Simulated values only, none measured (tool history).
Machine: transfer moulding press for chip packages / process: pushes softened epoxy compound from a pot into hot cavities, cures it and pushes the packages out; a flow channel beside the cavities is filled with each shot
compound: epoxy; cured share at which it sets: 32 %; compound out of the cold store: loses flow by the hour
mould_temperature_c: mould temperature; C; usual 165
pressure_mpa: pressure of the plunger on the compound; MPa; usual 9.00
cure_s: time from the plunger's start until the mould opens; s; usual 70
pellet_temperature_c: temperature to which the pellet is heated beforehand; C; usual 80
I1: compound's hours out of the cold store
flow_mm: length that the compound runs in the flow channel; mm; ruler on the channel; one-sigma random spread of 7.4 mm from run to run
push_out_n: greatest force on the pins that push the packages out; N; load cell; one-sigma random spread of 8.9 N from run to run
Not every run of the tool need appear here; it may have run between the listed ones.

{"run": 1, "day": 0.0, "mould_temperature_c": 165, "pressure_mpa": 9.0, "cure_s": 70, "pellet_temperature_c": 80, "I1": 23.8, "flow_mm": 762, "push_out_n": 558}
{"day": 0.638, "done": "plunger's sealing rings changed"}
{"day": 1.204, "done": "cavities cleaned with cleaning compound and waxed"}
{"run": 2, "day": 1.467, "mould_temperature_c": 165, "pressure_mpa": 9.0, "cure_s": 70, "pellet_temperature_c": 80, "I1": 46.8, "flow_mm": 733, "push_out_n": 459}
{"run": 3, "day": 2.821, "mould_temperature_c": 165, "pressure_mpa": 9.0, "cure_s": 70, "pellet_temperature_c": 80, "I1": 42.8, "flow_mm": 745, "push_out_n": 661}
{"day": 3.017, "done": "cavities cleaned with cleaning compound and waxed"}
{"day": 4.792, "done": "cavities cleaned with cleaning compound and waxed"}
{"run": 4, "day": 4.817, "mould_temperature_c": 165, "pressure_mpa": 9.0, "cure_s": 70, "pellet_temperature_c": 80, "I1": 46.9, "flow_mm": 725, "push_out_n": 401}
{"run": 5, "day": 6.4, "mould_temperature_c": 165, "pressure_mpa": 9.0, "cure_s": 70, "pellet_temperature_c": 80, "I1": 47.5, "flow_mm": 705, "push_out_n": 634}
{"day": 6.625, "done": "cavities cleaned with cleaning compound and waxed"}
{"run": 6, "day": 8.129, "mould_temperature_c": 165, "pressure_mpa": 9.0, "cure_s": 93, "pellet_temperature_c": 80, "I1": 17.9, "flow_mm": 826, "push_out_n": 500}
{"day": 8.375, "done": "cavities cleaned with cleaning compound and waxed"}
{"run": 7, "day": 9.854, "mould_temperature_c": 165, "pressure_mpa": 9.0, "cure_s": 93, "pellet_temperature_c": 80, "I1": 11.2, "flow_mm": 846, "push_out_n": 511}
{"day": 10.108, "done": "cavities cleaned with cleaning compound and waxed"}
{"run": 8, "day": 11.479, "mould_temperature_c": 166, "pressure_mpa": 9.0, "cure_s": 70, "pellet_temperature_c": 80, "I1": 44.6, "flow_mm": 687, "push_out_n": 627}
{"day": 11.962, "done": "cavities cleaned with cleaning compound and waxed"}
{"run": 9, "day": 13.229, "mould_temperature_c": 165, "pressure_mpa": 9.0, "cure_s": 70, "pellet_temperature_c": 80, "I1": 44.4, "flow_mm": 677, "push_out_n": 685}
{"day": 13.638, "done": "plunger's sealing rings changed"}
{"day": 13.812, "done": "cavities cleaned with cleaning compound and waxed"}
{"run": 10, "day": 15.221, "mould_temperature_c": 165, "pressure_mpa": 9.0, "cure_s": 70, "pellet_temperature_c": 80, "I1": 11.6, "flow_mm": 903, "push_out_n": 731}
{"day": 15.604, "done": "cavities cleaned with cleaning compound and waxed"}
{"run": 11, "day": 17.079, "mould_temperature_c": 165, "pressure_mpa": 9.0, "cure_s": 70, "pellet_temperature_c": 80, "I1": 31.8, "flow_mm": 785, "push_out_n": 689}
{"day": 17.4, "done": "cavities cleaned with cleaning compound and waxed"}
{"run": 12, "day": 18.167, "mould_temperature_c": 165, "pressure_mpa": 9.0, "cure_s": 70, "pellet_temperature_c": 80, "I1": 32.4, "flow_mm": 770, "push_out_n": 627}
{"day": 19.125, "done": "cavities cleaned with cleaning compound and waxed"}
{"run": 13, "day": 20.233, "mould_temperature_c": 165, "pressure_mpa": 8.02, "cure_s": 70, "pellet_temperature_c": 80, "I1": 15.2, "flow_mm": 796, "push_out_n": 722}
{"day": 20.425, "done": "mould's thermocouples calibrated"}
{"day": 21.071, "done": "cavities cleaned with cleaning compound and waxed"}
{"run": 14, "day": 22.492, "mould_temperature_c": 159, "pressure_mpa": 9.0, "cure_s": 71, "pellet_temperature_c": 89, "I1": 15.3, "flow_mm": 841, "push_out_n": 1132}
{"day": 22.908, "done": "cavities cleaned with cleaning compound and waxed"}
{"run": 15, "day": 23.55, "mould_temperature_c": 165, "pressure_mpa": 9.0, "cure_s": 70, "pellet_temperature_c": 80, "I1": 25.1, "flow_mm": 769, "push_out_n": 641}
{"day": 24.662, "done": "cavities cleaned with cleaning compound and waxed"}
{"day": 24.8, "done": "mould's thermocouples calibrated, once more"}
{"run": 16, "day": 24.8, "mould_temperature_c": 165, "pressure_mpa": 9.0, "cure_s": 60, "pellet_temperature_c": 80, "I1": 37.6, "flow_mm": 721, "push_out_n": 551}
{"run": 17, "day": 25.95, "mould_temperature_c": 165, "pressure_mpa": 6.97, "cure_s": 62, "pellet_temperature_c": 84, "I1": 37.1, "flow_mm": 643, "push_out_n": 783}
{"day": 26.479, "done": "cavities cleaned with cleaning compound and waxed"}
{"day": 26.854, "done": "plunger's sealing rings changed"}
{"run": 18, "day": 27.738, "mould_temperature_c": 165, "pressure_mpa": 7.34, "cure_s": 87, "pellet_temperature_c": 80, "I1": 29.7, "flow_mm": 726, "push_out_n": 480}
{"day": 28.392, "done": "cavities cleaned with cleaning compound and waxed"}
{"run": 19, "day": 28.892, "mould_temperature_c": 165, "pressure_mpa": 7.86, "cure_s": 87, "pellet_temperature_c": 79, "I1": 42.4, "flow_mm": 691, "push_out_n": 397}
{"day": 30.179, "done": "cavities cleaned with cleaning compound and waxed"}
{"run": 20, "day": 30.908, "mould_temperature_c": 165, "pressure_mpa": 8.56, "cure_s": 70, "pellet_temperature_c": 78, "I1": 29.6, "flow_mm": 761, "push_out_n": 592}
{"day": 31.879, "done": "cavities cleaned with cleaning compound and waxed"}
{"run": 21, "day": 32.017, "mould_temperature_c": 162, "pressure_mpa": 9.0, "cure_s": 54, "pellet_temperature_c": 70, "I1": 10.4, "flow_mm": 876, "push_out_n": 1082}
{"day": 33.592, "done": "cavities cleaned with cleaning compound and waxed"}
{"run": 22, "day": 33.979, "mould_temperature_c": 162, "pressure_mpa": 9.0, "cure_s": 89, "pellet_temperature_c": 79, "I1": 25.6, "flow_mm": 798, "push_out_n": 433}
{"day": 35.454, "done": "cavities cleaned with cleaning compound and waxed"}
{"run": 23, "day": 35.588, "mould_temperature_c": 162, "pressure_mpa": 10.05, "cure_s": 54, "pellet_temperature_c": 88, "I1": 43.8, "flow_mm": 751, "push_out_n": 859}
{"run": 24, "day": 36.725, "mould_temperature_c": 157, "pressure_mpa": 6.9, "cure_s": 50, "pellet_temperature_c": 79, "I1": 14.9, "flow_mm": 731, "push_out_n": 2000}
{"day": 37.321, "done": "cavities cleaned with cleaning compound and waxed"}
{"run": 25, "day": 38.617, "mould_temperature_c": 157, "pressure_mpa": 9.4, "cure_s": 50, "pellet_temperature_c": 77, "I1": 13.6, "flow_mm": 843, "push_out_n": 2131}
{"day": 39.092, "done": "cavities cleaned with cleaning compound and waxed"}
{"day": 39.812, "done": "plunger's sealing rings changed"}
{"day": 40.967, "done": "cavities cleaned with cleaning compound and waxed"}
{"run": 26, "day": 40.967, "mould_temperature_c": 157, "pressure_mpa": 7.53, "cure_s": 50, "pellet_temperature_c": 77, "I1": 37.1, "flow_mm": 714, "push_out_n": 1169}

Below are 3 alternative next runs, each starting from the tool's condition after run 26. Predict each:
{"day": 42.667, "done": "cavities cleaned with cleaning compound and waxed"}
{"run": "A", "day": 42.967, "mould_temperature_c": 160, "pressure_mpa": 7.53, "cure_s": 57, "pellet_temperature_c": 79, "I1": 34.8, "flow_mm": "?", "push_out_n": "?"}
{"day": 42.667, "done": "cavities cleaned with cleaning compound and waxed"}
{"run": "B", "day": 42.967, "mould_temperature_c": 164, "pressure_mpa": 10.96, "cure_s": 100, "pellet_temperature_c": 80, "I1": 46.7, "flow_mm": "?", "push_out_n": "?"}
{"day": 42.667, "done": "cavities cleaned with cleaning compound and waxed"}
{"run": "C", "day": 42.967, "mould_temperature_c": 165, "pressure_mpa": 7.26, "cure_s": 70, "pellet_temperature_c": 80, "I1": 13.2, "flow_mm": "?", "push_out_n": "?"}

run=A flow_mm=712 push_out_n=1074
run=B flow_mm=782 push_out_n=345
run=C flow_mm=772 push_out_n=519
With no hidden state in the tool, these same runs would have given:
run=A flow_mm=724 push_out_n=829
run=B flow_mm=796 push_out_n=276
run=C flow_mm=785 push_out_n=400

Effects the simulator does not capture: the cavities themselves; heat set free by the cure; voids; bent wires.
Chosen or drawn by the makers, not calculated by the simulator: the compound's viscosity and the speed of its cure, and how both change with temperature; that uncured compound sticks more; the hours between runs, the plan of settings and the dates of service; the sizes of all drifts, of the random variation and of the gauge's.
